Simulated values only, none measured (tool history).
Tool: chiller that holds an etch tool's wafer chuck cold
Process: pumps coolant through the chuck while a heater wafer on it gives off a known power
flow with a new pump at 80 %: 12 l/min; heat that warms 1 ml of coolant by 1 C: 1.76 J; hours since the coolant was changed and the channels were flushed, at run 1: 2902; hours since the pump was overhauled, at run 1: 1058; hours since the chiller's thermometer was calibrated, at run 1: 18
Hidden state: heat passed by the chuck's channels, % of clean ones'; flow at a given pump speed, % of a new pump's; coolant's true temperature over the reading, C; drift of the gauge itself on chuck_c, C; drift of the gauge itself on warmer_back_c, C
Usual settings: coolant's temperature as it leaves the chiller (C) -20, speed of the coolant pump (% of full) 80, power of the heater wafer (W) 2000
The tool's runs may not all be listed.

| run | hour | coolant's temperature as it leaves the chiller (C) | speed of the coolant pump (% of full) | power of the heater wafer (W) | hours since the coolant was changed and the channels were flushed | hours since the pump was overhauled | hours since the chiller's thermometer was calibrated | chuck's temperature once it has settled (C) | how much warmer the coolant comes back (C) |
|---|---|---|---|---|---|---|---|---|---|
| 1 | 0 | -20 | 80 | 2000 | 2902 | 1058 | 18 | -5.2 | 5.77 |
| 2 | 55.2 | -20 | 90 | 2000 | 2957 | 1113 | 73 | -6.2 | 5.1 |
| 3 | 146.2 | -20 | 90 | 2000 | 3048 | 1204 | 164 | -6.1 | 5.11 |
| 4 | 240.8 | -20 | 90 | 2000 | 3142 | 1298 | 258 | -6.1 | 5.14 |
| 5 | 323.6 | -20 | 80 | 2000 | 3225 | 1381 | 341 | -5 | 5.82 |
| 6 | 397.6 | -20 | 80 | 2000 | 3299 | 1455 | 415 | -4.7 | 5.76 |
| 7 | 494.8 | -20 | 80 | 2000 | 3396 | 1552 | 512 | -5.1 | 5.79 |
| 8 | 541.9 | -20 | 80 | 2860 | 3443 | 1599 | 559 | 1.2 | 8.18 |
| 9 | 643.4 | -20 | 72 | 2000 | 3545 | 1701 | 661 | -3.9 | 6.46 |
| 10 | 743.3 | -20 | 72 | 2000 | 3645 | 1801 | 761 | -3.9 | 6.5 |
| 11 | 814.2 | -20 | 72 | 2000 | 3716 | 1872 | 832 | -3.9 | 6.46 |
| 12 | 864.7 | -20 | 72 | 2000 | 3766 | 1922 | 882 | -3.9 | 6.45 |
| 13 | 948.6 | -20 | 72 | 2000 | 3850 | 2006 | 966 | -3.7 | 6.43 |
| 14 | 1000.9 | -20 | 72 | 2000 | 3902 | 2058 | 1019 | -4.1 | 6.49 |
| 15 | 1094.8 | -20 | 72 | 2642 | 3996 | 2152 | 1112 | 1.2 | 8.56 |
| 16 | 1173 | -20 | 72 | 2642 | 4075 | 2231 | 1191 | 1.3 | 8.58 |
| 17 | 1270.2 | -20 | 72 | 2642 | 4172 | 2328 | 1288 | 1.2 | 8.59 |
| 18 | 1322.3 | -11 | 76 | 2146 | 4224 | 2380 | 1340 | 5.7 | 6.6 |
| 19 | 1374.2 | -11 | 76 | 2146 | 4276 | 2432 | 1392 | 5.8 | 6.58 |
| 20 | 1462.8 | -30 | 75 | 2801 | 4364 | 2520 | 1480 | -7.7 | 8.68 |

The next listed run, before its measurement:
| 21 | 1515.2 | -30 | 75 | 2801 | 4417 | 2573 | 1533 | ? | ? |

{"run 21": {"chuck's temperature once it has settled (C)": -8, "how much warmer the coolant comes back (C)": 8.71}}
Without the tool's hidden state the same run would have given chuck's temperature once it has settled (C) -9.8, how much warmer the coolant comes back (C) 8.46.

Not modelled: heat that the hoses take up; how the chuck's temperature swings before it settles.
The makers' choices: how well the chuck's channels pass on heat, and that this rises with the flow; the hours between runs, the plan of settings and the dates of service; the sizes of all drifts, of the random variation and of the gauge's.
